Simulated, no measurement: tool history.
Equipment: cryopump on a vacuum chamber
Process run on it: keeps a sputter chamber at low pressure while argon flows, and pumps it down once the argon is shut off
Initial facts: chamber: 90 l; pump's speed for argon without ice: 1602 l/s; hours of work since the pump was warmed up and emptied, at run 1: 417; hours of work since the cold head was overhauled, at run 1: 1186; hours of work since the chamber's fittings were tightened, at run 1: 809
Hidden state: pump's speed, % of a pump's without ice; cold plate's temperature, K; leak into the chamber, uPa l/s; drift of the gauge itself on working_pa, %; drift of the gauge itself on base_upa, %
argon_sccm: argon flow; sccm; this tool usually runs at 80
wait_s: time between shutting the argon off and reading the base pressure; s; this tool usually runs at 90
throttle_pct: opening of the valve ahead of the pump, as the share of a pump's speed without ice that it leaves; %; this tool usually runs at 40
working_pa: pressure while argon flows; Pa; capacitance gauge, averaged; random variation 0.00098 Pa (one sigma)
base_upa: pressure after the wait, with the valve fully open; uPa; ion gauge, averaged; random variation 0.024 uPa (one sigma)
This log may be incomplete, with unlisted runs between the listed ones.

| run | day | argon_sccm | wait_s | throttle_pct | hours of work since the pump was warmed up and emptied | hours of work since the cold head was overhauled | hours of work since the chamber's fittings were tightened | working_pa | base_upa |
|---|---|---|---|---|---|---|---|---|---|
| 1 | 0 | 80 | 90 | 40 | 417 | 1186 | 809 | 0.2232 | 2.25 |
| 2 | 1.071 | 80 | 39 | 40 | 437 | 1206 | 829 | 0.2251 | 3.2 |
| 3 | 2.538 | 80 | 39 | 40 | 465 | 1234 | 857 | 0.2256 | 3.27 |
| 4 | 4.183 | 80 | 39 | 40 | 497 | 1266 | 889 | 0.2257 | 3.45 |
| 5 | 5.346 | 80 | 39 | 40 | 519 | 1288 | 911 | 0.2248 | 3.4 |
| 6 | 6.492 | 75 | 90 | 40 | 541 | 1310 | 933 | 0.2129 | 2.45 |
| 7 | 7.85 | 80 | 90 | 40 | 567 | 1336 | 959 | 0.2287 | 2.49 |
| 8 | 8.946 | 80 | 90 | 40 | 588 | 1357 | 980 | 0.2299 | 2.57 |
| 9 | 10.604 | 80 | 90 | 40 | 620 | 1389 | 1012 | 0.2285 | 2.6 |
| 10 | 12.133 | 80 | 90 | 18 | 649 | 1418 | 1041 | 0.4888 | 2.63 |
| 11 | 13.246 | 80 | 147 | 40 | 671 | 1439 | 1063 | 0.2291 | 2.42 |
| 12 | 14.95 | 80 | 147 | 40 | 703 | 1472 | 1095 | 0.2327 | 2.46 |
| 13 | 15.725 | 57 | 147 | 40 | 718 | 1487 | 1110 | 0.1649 | 2.48 |
| 14 | 16.467 | 57 | 147 | 40 | 732 | 1501 | 1124 | 0.1653 | 2.57 |
|  | 18.442 | pump warmed up, emptied and cooled again |
| 15 | 18.442 | 57 | 147 | 40 | 0 | 1535 | 1158 | 0.1522 | 2.19 |
| 16 | 19.575 | 57 | 147 | 40 | 22 | 1557 | 1180 | 0.1537 | 2.17 |
| 17 | 20.317 | 57 | 147 | 40 | 36 | 1571 | 1194 | 0.1522 | 2.26 |
| 18 | 21.388 | 80 | 92 | 40 | 56 | 1591 | 1214 | 0.2152 | 2.64 |
| 19 | 22.808 | 80 | 92 | 40 | 84 | 1619 | 1242 | 0.2152 | 2.62 |
| 20 | 24.429 | 43 | 90 | 23 | 115 | 1650 | 1273 | 0.1983 | 2.69 |
| 21 | 25.283 | 101 | 236 | 23 | 131 | 1666 | 1289 | 0.4655 | 2.26 |
| 22 | 26.092 | 101 | 236 | 23 | 147 | 1682 | 1305 | 0.4705 | 2.2 |
| 23 | 27.175 | 157 | 225 | 50 | 167 | 1702 | 1325 | 0.3446 | 2.35 |
| 24 | 27.975 | 101 | 46 | 19 | 183 | 1718 | 1341 | 0.5657 | 3.62 |
| 25 | 29.704 | 40 | 293 | 48 | 216 | 1751 | 1374 | 0.092 | 2.4 |
| 26 | 30.638 | 40 | 293 | 48 | 234 | 1769 | 1392 | 0.0928 | 2.35 |
| 27 | 32.004 | 67 | 73 | 32 | 260 | 1795 | 1418 | 0.2277 | 3.12 |

Predict each of these 5 candidate next runs independently; none follows another, all start after run 27:
| A | 33.221 | 80 | 39 | 50 | 283 | 1818 | 1441 | ? | ? |
| B | 33.221 | 77 | 64 | 17 | 283 | 1818 | 1441 | ? | ? |
| C | 33.221 | 150 | 77 | 40 | 283 | 1818 | 1441 | ? | ? |
| D | 33.221 | 42 | 66 | 60 | 283 | 1818 | 1441 | ? | ? |
| E | 33.221 | 60 | 171 | 30 | 283 | 1818 | 1441 | ? | ? |

| run | working_pa | base_upa |
|---|---|---|
| A | 0.1765 | 3.95 |
| B | 0.4866 | 3.37 |
| C | 0.4105 | 3.12 |
| D | 0.0774 | 3.26 |
| E | 0.215 | 2.58 |
Take away the tool's hidden state, keep each run's random variation, and the runs would have read:
| run | working_pa | base_upa |
|---|---|---|
| A | 0.1681 | 1.89 |
| B | 0.4786 | 1.24 |
| C | 0.3949 | 1.03 |
| D | 0.0731 | 1.2 |
| E | 0.2088 | 0.55 |

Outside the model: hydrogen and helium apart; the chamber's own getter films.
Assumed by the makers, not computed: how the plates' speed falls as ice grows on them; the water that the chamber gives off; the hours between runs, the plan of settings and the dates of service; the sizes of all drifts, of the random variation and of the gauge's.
